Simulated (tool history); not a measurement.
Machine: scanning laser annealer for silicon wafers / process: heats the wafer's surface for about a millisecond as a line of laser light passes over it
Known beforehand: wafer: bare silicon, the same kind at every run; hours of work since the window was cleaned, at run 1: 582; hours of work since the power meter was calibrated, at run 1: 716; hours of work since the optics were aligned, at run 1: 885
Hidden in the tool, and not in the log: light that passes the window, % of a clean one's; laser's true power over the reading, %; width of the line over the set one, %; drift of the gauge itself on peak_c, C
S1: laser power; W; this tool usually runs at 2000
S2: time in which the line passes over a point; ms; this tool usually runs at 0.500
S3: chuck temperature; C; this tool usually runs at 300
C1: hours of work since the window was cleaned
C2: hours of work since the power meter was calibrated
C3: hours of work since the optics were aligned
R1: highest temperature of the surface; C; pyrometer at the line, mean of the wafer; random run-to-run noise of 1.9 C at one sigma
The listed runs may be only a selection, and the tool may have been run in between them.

run 1 hour=0.0 | S1=2000 S2=0.500 S3=300 | C1=582 C2=716 C3=885 | R1=1072
-- hour=25.9 window over the wafer cleaned
run 2 hour=50.0 | S1=2000 S2=0.500 S3=300 | C1=11 C2=738 C3=907 | R1=1123
run 3 hour=96.8 | S1=2000 S2=0.500 S3=300 | C1=32 C2=759 C3=928 | R1=1121
run 4 hour=142.1 | S1=2000 S2=0.500 S3=300 | C1=52 C2=779 C3=949 | R1=1119
run 5 hour=198.7 | S1=2000 S2=0.500 S3=278 | C1=78 C2=805 C3=974 | R1=1093
run 6 hour=252.9 | S1=2000 S2=0.500 S3=278 | C1=102 C2=829 C3=998 | R1=1090
run 7 hour=291.9 | S1=2000 S2=0.360 S3=278 | C1=120 C2=846 C3=1016 | R1=985
run 8 hour=321.1 | S1=2000 S2=0.360 S3=304 | C1=133 C2=860 C3=1029 | R1=1011
run 9 hour=359.2 | S1=2000 S2=0.500 S3=300 | C1=150 C2=877 C3=1046 | R1=1111
run 10 hour=408.0 | S1=2000 S2=0.500 S3=300 | C1=172 C2=899 C3=1068 | R1=1108
run 11 hour=457.2 | S1=2000 S2=0.500 S3=290 | C1=194 C2=921 C3=1090 | R1=1092
run 12 hour=491.0 | S1=2000 S2=0.500 S3=290 | C1=209 C2=936 C3=1106 | R1=1095
run 13 hour=535.3 | S1=2000 S2=0.356 S3=300 | C1=229 C2=956 C3=1126 | R1=995
run 14 hour=562.6 | S1=2000 S2=0.356 S3=300 | C1=242 C2=968 C3=1138 | R1=996
run 15 hour=602.3 | S1=2000 S2=0.483 S3=300 | C1=259 C2=986 C3=1156 | R1=1084
run 16 hour=642.0 | S1=2000 S2=0.411 S3=300 | C1=277 C2=1004 C3=1174 | R1=1033
run 17 hour=674.4 | S1=2008 S2=0.411 S3=300 | C1=292 C2=1019 C3=1188 | R1=1035
run 18 hour=701.5 | S1=2008 S2=0.411 S3=300 | C1=304 C2=1031 C3=1200 | R1=1033
run 19 hour=751.3 | S1=2000 S2=0.500 S3=300 | C1=327 C2=1053 C3=1223 | R1=1094
run 20 hour=790.2 | S1=2000 S2=0.500 S3=300 | C1=344 C2=1071 C3=1240 | R1=1091
run 21 hour=825.2 | S1=2000 S2=0.500 S3=300 | C1=360 C2=1087 C3=1256 | R1=1092
run 22 hour=861.2 | S1=2000 S2=0.500 S3=300 | C1=376 C2=1103 C3=1272 | R1=1086
run 23 hour=915.8 | S1=2000 S2=0.500 S3=300 | C1=401 C2=1127 C3=1297 | R1=1086
run 24 hour=966.1 | S1=1770 S2=0.500 S3=282 | C1=423 C2=1150 C3=1319 | R1=954
run 25 hour=991.9 | S1=1770 S2=0.500 S3=282 | C1=435 C2=1162 C3=1331 | R1=955
-- hour=1001.6 optics aligned, line set to its width
run 26 hour=1032.9 | S1=2104 S2=0.449 S3=285 | C1=451 C2=1178 C3=14 | R1=1071
run 27 hour=1072.0 | S1=2104 S2=0.449 S3=285 | C1=469 C2=1195 C3=32 | R1=1069
run 28 hour=1113.0 | S1=1781 S2=0.517 S3=280 | C1=487 C2=1214 C3=50 | R1=953
run 29 hour=1162.1 | S1=1781 S2=0.382 S3=306 | C1=509 C2=1236 C3=72 | R1=898
run 30 hour=1208.0 | S1=1908 S2=0.382 S3=306 | C1=530 C2=1257 C3=93 | R1=948
-- hour=1239.1 optics aligned, line set to its width, once more
run 31 hour=1261.7 | S1=1908 S2=0.382 S3=306 | C1=552 C2=1279 C3=10 | R1=964
run 32 hour=1292.0 | S1=2104 S2=0.500 S3=325 | C1=565 C2=1292 C3=24 | R1=1157
run 33 hour=1352.1 | S1=1735 S2=0.351 S3=287 | C1=593 C2=1319 C3=51 | R1=850
-- hour=1358.9 window over the wafer cleaned
run 34 hour=1412.2 | S1=1889 S2=0.369 S3=276 | C1=24 C2=1345 C3=77 | R1=966
run 35 hour=1447.6 | S1=2000 S2=0.366 S3=279 | C1=40 C2=1361 C3=93 | R1=1011
run 36 hour=1499.3 | S1=2000 S2=0.377 S3=300 | C1=63 C2=1385 C3=116 | R1=1043
run 37 hour=1535.6 | S1=2000 S2=0.468 S3=276 | C1=80 C2=1401 C3=133 | R1=1086
run 38 hour=1590.7 | S1=2091 S2=0.500 S3=300 | C1=104 C2=1426 C3=157 | R1=1176
run 39 hour=1634.9 | S1=1747 S2=0.500 S3=271 | C1=124 C2=1446 C3=177 | R1=972
run 40 hour=1683.5 | S1=1747 S2=0.500 S3=272 | C1=146 C2=1468 C3=199 | R1=972

Each row is a separate what-if for the run after 40, all from the same tool condition, not one after another. Results?
run A hour=1718.9 | S1=1803 S2=0.585 S3=320 | C1=162 C2=1483 C3=215 | R1=?
run B hour=1718.9 | S1=2034 S2=0.500 S3=272 | C1=162 C2=1483 C3=215 | R1=?
run C hour=1718.9 | S1=2016 S2=0.393 S3=326 | C1=162 C2=1483 C3=215 | R1=?
run D hour=1718.9 | S1=2046 S2=0.400 S3=277 | C1=162 C2=1483 C3=215 | R1=?
run E hour=1718.9 | S1=2017 S2=0.609 S3=278 | C1=162 C2=1483 C3=215 | R1=?

run=A R1=1095
run=B R1=1115
run=C R1=1080
run=D R1=1048
run=E R1=1182
Without the tool's hidden state the same runs would have given:
run=A R1=1106
run=B R1=1127
run=C R1=1090
run=D R1=1059
run=E R1=1195
